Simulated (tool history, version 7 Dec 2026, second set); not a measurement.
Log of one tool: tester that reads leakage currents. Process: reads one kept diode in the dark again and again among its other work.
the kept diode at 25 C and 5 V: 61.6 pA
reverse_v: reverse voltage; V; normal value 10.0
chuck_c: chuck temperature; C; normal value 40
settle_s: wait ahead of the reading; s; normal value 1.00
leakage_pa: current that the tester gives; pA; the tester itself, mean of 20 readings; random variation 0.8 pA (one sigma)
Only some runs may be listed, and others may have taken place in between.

{"run": 1, "hour": 0.0, "reverse_v": 10.0, "chuck_c": 40, "settle_s": 1.0, "leakage_pa": 242.59}
{"run": 2, "hour": 98.6, "reverse_v": 10.0, "chuck_c": 40, "settle_s": 1.0, "leakage_pa": 242.46}
{"run": 3, "hour": 255.8, "reverse_v": 10.0, "chuck_c": 40, "settle_s": 1.0, "leakage_pa": 243.53}
{"hour": 345.7, "done": "chuck's temperature calibrated"}
{"run": 4, "hour": 394.2, "reverse_v": 10.0, "chuck_c": 40, "settle_s": 1.87, "leakage_pa": 228.52}
{"run": 5, "hour": 548.5, "reverse_v": 3.8, "chuck_c": 40, "settle_s": 1.0, "leakage_pa": 148.99}
{"hour": 664.7, "done": "probe card cleaned and baked"}
{"run": 6, "hour": 713.3, "reverse_v": 3.8, "chuck_c": 40, "settle_s": 1.0, "leakage_pa": 140.85}
{"run": 7, "hour": 808.9, "reverse_v": 3.8, "chuck_c": 40, "settle_s": 1.0, "leakage_pa": 141.77}
{"run": 8, "hour": 892.4, "reverse_v": 3.8, "chuck_c": 40, "settle_s": 1.0, "leakage_pa": 140.65}
{"run": 9, "hour": 1032.4, "reverse_v": 3.8, "chuck_c": 47, "settle_s": 1.0, "leakage_pa": 234.11}
{"run": 10, "hour": 1188.4, "reverse_v": 10.0, "chuck_c": 22, "settle_s": 1.0, "leakage_pa": 56.31}
{"hour": 1226.8, "done": "chuck's temperature calibrated, once more"}
{"run": 11, "hour": 1335.1, "reverse_v": 10.0, "chuck_c": 40, "settle_s": 1.0, "leakage_pa": 275.0}
{"run": 12, "hour": 1434.7, "reverse_v": 3.1, "chuck_c": 40, "settle_s": 1.0, "leakage_pa": 168.86}
{"run": 13, "hour": 1557.6, "reverse_v": 3.1, "chuck_c": 40, "settle_s": 1.0, "leakage_pa": 167.42}
{"run": 14, "hour": 1666.0, "reverse_v": 12.3, "chuck_c": 40, "settle_s": 1.0, "leakage_pa": 302.19}
{"run": 15, "hour": 1829.3, "reverse_v": 1.3, "chuck_c": 40, "settle_s": 1.0, "leakage_pa": 115.78}
{"run": 16, "hour": 1965.1, "reverse_v": 10.0, "chuck_c": 40, "settle_s": 1.0, "leakage_pa": 274.55}
{"run": 17, "hour": 2113.3, "reverse_v": 6.7, "chuck_c": 40, "settle_s": 1.0, "leakage_pa": 230.74}
{"run": 18, "hour": 2229.2, "reverse_v": 10.0, "chuck_c": 40, "settle_s": 6.31, "leakage_pa": 272.37}
{"hour": 2299.8, "done": "probe card cleaned and baked"}
{"run": 19, "hour": 2392.9, "reverse_v": 10.0, "chuck_c": 40, "settle_s": 6.31, "leakage_pa": 255.63}
{"run": 20, "hour": 2467.2, "reverse_v": 3.0, "chuck_c": 24, "settle_s": 2.01, "leakage_pa": 45.03}
{"run": 21, "hour": 2541.1, "reverse_v": 3.0, "chuck_c": 24, "settle_s": 2.01, "leakage_pa": 45.0}
{"run": 22, "hour": 2621.4, "reverse_v": 10.0, "chuck_c": 26, "settle_s": 1.53, "leakage_pa": 89.67}
{"run": 23, "hour": 2710.2, "reverse_v": 10.0, "chuck_c": 21, "settle_s": 3.4, "leakage_pa": 60.64}
{"run": 24, "hour": 2852.2, "reverse_v": 10.0, "chuck_c": 21, "settle_s": 3.4, "leakage_pa": 61.55}
{"run": 25, "hour": 2962.0, "reverse_v": 9.2, "chuck_c": 35, "settle_s": 3.66, "leakage_pa": 170.01}
{"run": 26, "hour": 3127.7, "reverse_v": 10.0, "chuck_c": 20, "settle_s": 3.09, "leakage_pa": 59.89}
{"run": 27, "hour": 3236.5, "reverse_v": 10.0, "chuck_c": 52, "settle_s": 1.03, "leakage_pa": 590.37}
{"run": 28, "hour": 3375.7, "reverse_v": 10.0, "chuck_c": 40, "settle_s": 2.69, "leakage_pa": 254.61}
{"run": 29, "hour": 3494.6, "reverse_v": 10.0, "chuck_c": 40, "settle_s": 2.69, "leakage_pa": 254.8}
{"run": 30, "hour": 3601.3, "reverse_v": 3.2, "chuck_c": 27, "settle_s": 0.4, "leakage_pa": 61.28}
{"run": 31, "hour": 3670.4, "reverse_v": 2.3, "chuck_c": 33, "settle_s": 0.67, "leakage_pa": 81.14}
{"run": 32, "hour": 3789.0, "reverse_v": 2.4, "chuck_c": 40, "settle_s": 1.0, "leakage_pa": 137.42}
{"hour": 3929.5, "done": "probe card cleaned and baked"}
{"run": 33, "hour": 3951.9, "reverse_v": 1.6, "chuck_c": 36, "settle_s": 5.27, "leakage_pa": 82.6}
{"run": 34, "hour": 4114.0, "reverse_v": 1.9, "chuck_c": 36, "settle_s": 0.53, "leakage_pa": 88.76}
{"hour": 4158.1, "done": "tester calibrated"}
{"run": 35, "hour": 4248.6, "reverse_v": 1.9, "chuck_c": 36, "settle_s": 0.53, "leakage_pa": 87.66}
{"run": 36, "hour": 4350.9, "reverse_v": 1.9, "chuck_c": 36, "settle_s": 0.53, "leakage_pa": 87.15}
{"hour": 4399.7, "done": "chuck's temperature calibrated"}
{"run": 37, "hour": 4449.0, "reverse_v": 1.9, "chuck_c": 36, "settle_s": 0.53, "leakage_pa": 101.02}
{"run": 38, "hour": 4526.2, "reverse_v": 12.2, "chuck_c": 35, "settle_s": 1.0, "leakage_pa": 204.71}

Here are 4 independent what-if runs from the current tool condition. What would each one return?
{"run": "A", "hour": 4639.0, "reverse_v": 19.0, "chuck_c": 51, "settle_s": 0.42, "leakage_pa": "?"}
{"run": "B", "hour": 4639.0, "reverse_v": 6.2, "chuck_c": 40, "settle_s": 5.16, "leakage_pa": "?"}
{"run": "C", "hour": 4639.0, "reverse_v": 5.8, "chuck_c": 27, "settle_s": 1.0, "leakage_pa": "?"}
{"run": "D", "hour": 4639.0, "reverse_v": 2.4, "chuck_c": 35, "settle_s": 2.71, "leakage_pa": "?"}

run=A leakage_pa=770.77
run=B leakage_pa=219.39
run=C leakage_pa=82.06
run=D leakage_pa=101.38
With no hidden state in the tool, these same runs would have given:
run=A leakage_pa=767.20
run=B leakage_pa=218.09
run=C leakage_pa=78.91
run=D leakage_pa=101.22

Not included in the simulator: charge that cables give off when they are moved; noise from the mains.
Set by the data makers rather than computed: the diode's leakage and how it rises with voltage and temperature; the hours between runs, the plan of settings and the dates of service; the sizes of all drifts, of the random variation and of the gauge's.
